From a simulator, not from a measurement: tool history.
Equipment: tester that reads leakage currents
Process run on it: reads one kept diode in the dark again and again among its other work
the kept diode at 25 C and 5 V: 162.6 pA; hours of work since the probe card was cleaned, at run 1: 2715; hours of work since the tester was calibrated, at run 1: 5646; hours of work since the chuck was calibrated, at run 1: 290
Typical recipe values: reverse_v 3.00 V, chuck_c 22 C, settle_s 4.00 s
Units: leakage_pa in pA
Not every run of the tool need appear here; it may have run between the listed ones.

| run | hour | reverse_v | chuck_c | settle_s | hours of work since the probe card was cleaned | hours of work since the tester was calibrated | hours of work since the chuck was calibrated | leakage_pa |
|---|---|---|---|---|---|---|---|---|
| 1 | 0.0 | 3.00 | 22 | 4.00 | 2715 | 5646 | 290 | 109.10 |
|  | 114.1 | tester calibrated |
| 2 | 146.9 | 3.00 | 22 | 4.00 | 2809 | 21 | 384 | 112.25 |
|  | 194.6 | probe card cleaned and baked |
| 3 | 377.2 | 3.00 | 22 | 4.00 | 119 | 170 | 533 | 108.17 |
| 4 | 628.4 | 3.00 | 22 | 4.00 | 283 | 334 | 697 | 109.84 |
| 5 | 862.0 | 3.00 | 22 | 4.00 | 436 | 486 | 849 | 110.35 |
| 6 | 1025.4 | 3.00 | 22 | 1.33 | 543 | 593 | 956 | 112.51 |
| 7 | 1257.9 | 3.00 | 22 | 1.33 | 694 | 745 | 1108 | 114.17 |
| 8 | 1374.2 | 3.00 | 22 | 4.00 | 770 | 821 | 1184 | 114.39 |
| 9 | 1498.7 | 3.00 | 22 | 4.00 | 852 | 902 | 1265 | 115.38 |
|  | 1638.1 | chuck's temperature calibrated |
| 10 | 1738.4 | 3.00 | 22 | 4.00 | 1007 | 1057 | 65 | 120.07 |
| 11 | 1863.5 | 3.00 | 22 | 4.00 | 1088 | 1139 | 147 | 119.97 |
| 12 | 1991.4 | 3.00 | 22 | 2.41 | 1172 | 1223 | 231 | 120.53 |
| 13 | 2209.0 | 3.00 | 22 | 4.00 | 1314 | 1365 | 373 | 122.81 |
|  | 2398.5 | chuck's temperature calibrated, once more |
| 14 | 2427.9 | 3.00 | 22 | 4.00 | 1456 | 1506 | 19 | 107.43 |
| 15 | 2649.3 | 3.00 | 22 | 4.00 | 1600 | 1651 | 164 | 109.41 |
| 16 | 2869.6 | 3.00 | 22 | 4.00 | 1744 | 1795 | 308 | 110.25 |
| 17 | 3007.6 | 3.00 | 22 | 4.00 | 1834 | 1885 | 398 | 111.11 |
| 18 | 3118.8 | 3.00 | 22 | 4.00 | 1907 | 1958 | 470 | 112.08 |
| 19 | 3253.6 | 3.00 | 22 | 4.00 | 1995 | 2046 | 558 | 112.68 |
| 20 | 3415.5 | 3.00 | 22 | 4.00 | 2101 | 2151 | 664 | 114.87 |
| 21 | 3652.3 | 4.51 | 22 | 0.42 | 2255 | 2306 | 819 | 141.70 |
| 22 | 3759.0 | 6.74 | 22 | 0.72 | 2325 | 2376 | 888 | 170.70 |

Run 23 is up next; what results do you expect?
| 23 | 3870.8 | 1.76 | 22 | 0.56 | 2398 | 2449 | 961 | ? |

{"run 23": {"leakage_pa": 91.39}}
On a tool with no hidden condition, and with the same random variation, this run would have come out at leakage_pa 82.26 pA.
